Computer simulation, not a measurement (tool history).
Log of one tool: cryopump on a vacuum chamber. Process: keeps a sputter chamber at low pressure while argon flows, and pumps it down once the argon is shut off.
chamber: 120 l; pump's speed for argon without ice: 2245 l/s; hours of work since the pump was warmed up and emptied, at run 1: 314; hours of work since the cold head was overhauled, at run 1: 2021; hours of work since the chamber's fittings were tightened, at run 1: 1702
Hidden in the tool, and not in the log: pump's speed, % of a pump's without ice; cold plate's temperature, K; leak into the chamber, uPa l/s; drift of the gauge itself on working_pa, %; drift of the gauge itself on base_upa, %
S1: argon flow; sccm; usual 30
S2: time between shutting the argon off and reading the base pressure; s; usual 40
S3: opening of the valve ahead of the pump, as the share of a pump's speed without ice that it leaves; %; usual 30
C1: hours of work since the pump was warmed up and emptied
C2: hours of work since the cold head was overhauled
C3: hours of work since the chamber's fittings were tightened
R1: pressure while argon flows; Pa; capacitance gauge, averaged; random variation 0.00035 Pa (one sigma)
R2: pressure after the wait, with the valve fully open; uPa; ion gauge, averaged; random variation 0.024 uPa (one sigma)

| run | hour | S1 | S2 | S3 | C1 | C2 | C3 | R1 | R2 |
|---|---|---|---|---|---|---|---|---|---|
| 1 | 0 | 30 | 40 | 30 | 314 | 2021 | 1702 | 0.0771 | 1.52 |
| 2 | 35.7 | 30 | 40 | 30 | 343 | 2049 | 1730 | 0.0778 | 1.54 |
| 3 | 66.5 | 30 | 40 | 30 | 367 | 2074 | 1755 | 0.0786 | 1.56 |
| 4 | 125.4 | 30 | 40 | 30 | 415 | 2121 | 1802 | 0.0784 | 1.6 |
| 5 | 177 | 30 | 40 | 30 | 456 | 2163 | 1844 | 0.0783 | 1.67 |
| 6 | 212.6 | 30 | 40 | 30 | 484 | 2191 | 1872 | 0.078 | 1.64 |
| 7 | 255.2 | 30 | 40 | 30 | 518 | 2225 | 1906 | 0.0781 | 1.68 |
| 8 | 294.5 | 30 | 40 | 30 | 550 | 2257 | 1938 | 0.0793 | 1.7 |
| 9 | 339.6 | 30 | 40 | 30 | 586 | 2293 | 1974 | 0.0796 | 1.71 |
| 10 | 393.6 | 30 | 40 | 30 | 629 | 2336 | 2017 | 0.0797 | 1.72 |
| 11 | 451 | 30 | 40 | 30 | 675 | 2382 | 2063 | 0.0799 | 1.8 |
| 12 | 500.6 | 30 | 40 | 45 | 715 | 2422 | 2103 | 0.0553 | 1.83 |
| 13 | 527.9 | 16 | 118 | 40 | 737 | 2444 | 2125 | 0.0327 | 1.32 |
| 14 | 560.5 | 30 | 73 | 30 | 763 | 2470 | 2151 | 0.0805 | 1.5 |
| 15 | 609.3 | 30 | 73 | 16 | 802 | 2509 | 2190 | 0.1464 | 1.49 |
|  | 655.7 | pump warmed up, emptied and cooled again |
| 16 | 663.4 | 30 | 73 | 16 | 6 | 2548 | 2229 | 0.1413 | 1.35 |
| 17 | 708.5 | 30 | 73 | 16 | 42 | 2584 | 2265 | 0.1423 | 1.37 |
| 18 | 750.3 | 30 | 63 | 28 | 76 | 2618 | 2299 | 0.0822 | 1.45 |
| 19 | 788.9 | 28 | 40 | 20 | 107 | 2649 | 2329 | 0.1066 | 1.82 |
| 20 | 821.1 | 52 | 40 | 15 | 132 | 2674 | 2355 | 0.2649 | 1.8 |
| 21 | 869.5 | 52 | 40 | 15 | 171 | 2713 | 2394 | 0.2645 | 1.8 |

Run 22 comes next. What will it give?
| 22 | 923.8 | 20 | 140 | 42 | 215 | 2757 | 2438 | ? | ? |

{"run 22": {"R1": 0.0372, "R2": 1.27}}
Without the tool's hidden state the same run would have given R1 0.0357 Pa, R2 0.33 uPa.
